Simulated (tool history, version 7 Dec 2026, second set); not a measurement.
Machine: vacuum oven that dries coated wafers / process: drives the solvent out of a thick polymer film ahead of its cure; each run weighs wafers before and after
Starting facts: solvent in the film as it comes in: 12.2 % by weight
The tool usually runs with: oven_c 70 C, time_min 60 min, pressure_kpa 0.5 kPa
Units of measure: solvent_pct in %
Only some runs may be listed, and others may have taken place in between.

| run | day | oven_c | time_min | pressure_kpa | solvent_pct |
|---|---|---|---|---|---|
| 1 | 0 | 70 | 60 | 0.5 | 1.89 |
| 2 | 0.646 | 70 | 89 | 0.5 | 1.19 |
| 3 | 1.979 | 70 | 89 | 0.5 | 1.19 |
| 4 | 3.033 | 59 | 60 | 0.5 | 4.84 |
| 5 | 4.204 | 59 | 60 | 0.495 | 4.75 |
| 6 | 5.654 | 59 | 60 | 0.495 | 4.74 |
| 7 | 6.388 | 70 | 45 | 0.5 | 2.62 |
| 8 | 7.475 | 70 | 45 | 0.5 | 2.67 |
| 9 | 8.467 | 70 | 45 | 0.5 | 2.64 |
| 10 | 9.688 | 70 | 45 | 0.5 | 2.57 |
| 11 | 11.175 | 70 | 102 | 0.5 | 1.01 |
| 12 | 11.925 | 74 | 60 | 0.5 | 1.1 |
| 13 | 13.029 | 70 | 60 | 0.5 | 1.85 |
| 14 | 13.954 | 70 | 60 | 0.5 | 1.84 |
| 15 | 15.058 | 78 | 60 | 0.5 | 0.72 |
| 16 | 16.083 | 78 | 60 | 0.5 | 0.77 |
| 17 | 16.883 | 70 | 60 | 0.5 | 1.85 |
| 18 | 17.862 | 70 | 60 | 0.5 | 1.84 |
| 19 | 18.988 | 70 | 60 | 0.5 | 1.84 |
| 20 | 20.046 | 70 | 60 | 0.5 | 1.88 |
| 21 | 21.242 | 70 | 60 | 0.5 | 1.81 |
| 22 | 22.546 | 76 | 60 | 0.5 | 0.94 |
| 23 | 23.196 | 76 | 60 | 0.5 | 0.92 |
| 24 | 23.8 | 76 | 60 | 0.5 | 0.94 |
| 25 | 24.558 | 76 | 60 | 0.5 | 0.93 |
| 26 | 25.729 | 72 | 88 | 0.5 | 0.94 |
| 27 | 26.504 | 57 | 72 | 0.315 | 4.46 |
| 28 | 27.604 | 66 | 60 | 0.5 | 2.68 |
| 29 | 28.629 | 73 | 60 | 0.923 | 1.68 |
| 30 | 29.35 | 73 | 36 | 0.734 | 2.64 |
| 31 | 30.083 | 73 | 36 | 0.734 | 2.68 |
| 32 | 31.117 | 73 | 36 | 0.734 | 2.64 |
| 33 | 32.562 | 64 | 100 | 0.486 | 1.85 |
| 34 | 33.754 | 58 | 39 | 0.442 | 6.17 |
| 35 | 35.158 | 56 | 78 | 1.705 | 6.54 |
| 36 | 36.275 | 56 | 78 | 1.74 | 6.32 |
| 37 | 37.512 | 56 | 78 | 1.74 | 6.49 |
| 38 | 38.525 | 71 | 78 | 0.873 | 1.58 |
| 39 | 39.467 | 71 | 65 | 1.496 | 2.43 |
| 40 | 40.429 | 70 | 40 | 1.203 | 3.53 |
| 41 | 41.858 | 70 | 72 | 0.579 | 1.56 |
| 42 | 42.671 | 70 | 60 | 0.277 | 1.56 |
| 43 | 43.433 | 70 | 52 | 0.277 | 1.85 |
| 44 | 44.212 | 59 | 52 | 0.912 | 5.62 |
| 45 | 45.117 | 56 | 52 | 0.912 | 6.42 |
| 46 | 45.758 | 70 | 46 | 0.691 | 2.55 |
| 47 | 46.421 | 70 | 46 | 0.691 | 2.62 |

Each row is a separate what-if for the run after 47, all from the same tool condition, not one after another. Results?
| A | 47.088 | 82 | 47 | 0.388 | ? |
| B | 47.088 | 65 | 60 | 0.5 | ? |
| C | 47.088 | 66 | 46 | 1.889 | ? |

| run | solvent_pct |
|---|---|
| A | 0.54 |
| B | 2.93 |
| C | 4.87 |
Without the tool's unlogged condition, the same runs would have read:
| run | solvent_pct |
|---|---|
| A | 0.43 |
| B | 2.99 |
| C | 5.01 |
